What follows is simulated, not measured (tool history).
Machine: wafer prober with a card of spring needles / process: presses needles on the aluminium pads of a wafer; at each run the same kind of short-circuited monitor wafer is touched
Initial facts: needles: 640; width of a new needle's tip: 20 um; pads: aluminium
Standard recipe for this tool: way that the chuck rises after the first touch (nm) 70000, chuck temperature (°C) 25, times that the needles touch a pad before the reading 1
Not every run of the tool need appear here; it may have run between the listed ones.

run,hour,way that the chuck rises after the first touch (nm),chuck temperature (°C),times that the needles touch a pad before the reading,resistance of one needle with its contact and lead (mohm),way that a needle slides on the pad (nm)
1,0.0,70000,25,1,208,16240
# hour 12.0: tips cleaned on abrasive film
# hour 35.1: tips cleaned on abrasive film
2,43.3,70000,25,1,203,16220
# hour 57.7: tips cleaned on abrasive film
3,65.3,70000,33,1,204,16210
# hour 80.9: tips cleaned on abrasive film
# hour 103.1: tips cleaned on abrasive film
4,113.3,70000,25,1,204,16170
# hour 124.9: tips cleaned on abrasive film
5,146.3,70000,61,1,216,16140
# hour 148.5: tips cleaned on abrasive film
# hour 173.3: tips cleaned on abrasive film
6,181.8,70000,62,1,210,16130
# hour 195.4: tips cleaned on abrasive film
# hour 218.6: tips cleaned on abrasive film
7,228.4,70000,62,1,210,16100
# hour 244.3: tips cleaned on abrasive film
8,262.1,70000,106,1,226,16070
# hour 269.8: tips cleaned on abrasive film
# hour 286.0: height of the first contact set anew
# hour 292.8: tips cleaned on abrasive film
9,293.2,70000,106,1,211,16350
# hour 315.1: tips cleaned on abrasive film
10,319.8,70000,29,1,201,16330
# hour 336.8: tips cleaned on abrasive film
11,342.5,70000,29,1,201,16280
# hour 361.8: tips cleaned on abrasive film
12,364.8,70000,29,1,202,16290
# hour 384.5: tips cleaned on abrasive film
13,405.1,70000,25,3,200,16210
# hour 409.1: tips cleaned on abrasive film
# hour 433.6: tips cleaned on abrasive film
14,453.7,70000,25,3,198,16200
# hour 456.2: tips cleaned on abrasive film
15,475.5,70000,25,3,196,16210
# hour 478.5: tips cleaned on abrasive film
# hour 500.8: tips cleaned on abrasive film
16,519.7,70000,25,3,201,16170
# hour 523.8: tips cleaned on abrasive film
# hour 546.9: tips cleaned on abrasive film
17,561.8,70000,64,2,209,16110
# hour 570.2: tips cleaned on abrasive film
# hour 594.9: tips cleaned on abrasive film
18,596.1,70000,64,2,197,16060
# hour 618.1: tips cleaned on abrasive film
19,623.1,70000,64,2,207,16060
# hour 642.2: tips cleaned on abrasive film
20,657.6,84000,110,1,219,19350
# hour 667.7: tips cleaned on abrasive film
21,680.9,76000,110,1,222,17480
# hour 688.3: height of the first contact set anew
# hour 691.3: tips cleaned on abrasive film
# hour 714.3: tips cleaned on abrasive film
22,730.7,76000,110,1,223,17740
# hour 738.0: tips cleaned on abrasive film
# hour 760.9: tips cleaned on abrasive film
23,769.3,76000,110,1,217,17690
# hour 783.4: tips cleaned on abrasive film
# hour 805.7: tips cleaned on abrasive film
24,816.7,76000,110,1,219,17640
# hour 828.3: tips cleaned on abrasive film
25,849.7,55000,43,2,217,12740
# hour 853.0: tips cleaned on abrasive film
# hour 875.4: tips cleaned on abrasive film
26,875.4,64000,85,2,205,14780
# hour 900.4: tips cleaned on abrasive film
27,900.9,70000,94,1,203,16170
# hour 922.9: tips cleaned on abrasive film
28,933.6,86000,110,1,216,19880
# hour 944.5: tips cleaned on abrasive film
# hour 968.5: tips cleaned on abrasive film
29,980.8,83000,26,2,198,19210
# hour 991.7: tips cleaned on abrasive film
# hour 1015.5: tips cleaned on abrasive film
30,1015.5,67000,112,2,204,15410

Here are 4 independent what-if runs from the current tool condition. What would each one return?
# hour 1040.3: tips cleaned on abrasive film
A,1053.5,55000,112,2,?,?
# hour 1040.3: tips cleaned on abrasive film
B,1053.5,54000,112,2,?,?
# hour 1040.3: tips cleaned on abrasive film
C,1053.5,57000,72,1,?,?
# hour 1040.3: tips cleaned on abrasive film
D,1053.5,67000,76,2,?,?

run,resistance of one needle with its contact and lead (mohm),way that a needle slides on the pad (nm)
A,224,12560
B,222,12330
C,228,13040
D,213,15370
Without the tool's hidden state the same runs would have given:
run,resistance of one needle with its contact and lead (mohm),way that a needle slides on the pad (nm)
A,209,12850
B,206,12620
C,203,13330
D,202,15660

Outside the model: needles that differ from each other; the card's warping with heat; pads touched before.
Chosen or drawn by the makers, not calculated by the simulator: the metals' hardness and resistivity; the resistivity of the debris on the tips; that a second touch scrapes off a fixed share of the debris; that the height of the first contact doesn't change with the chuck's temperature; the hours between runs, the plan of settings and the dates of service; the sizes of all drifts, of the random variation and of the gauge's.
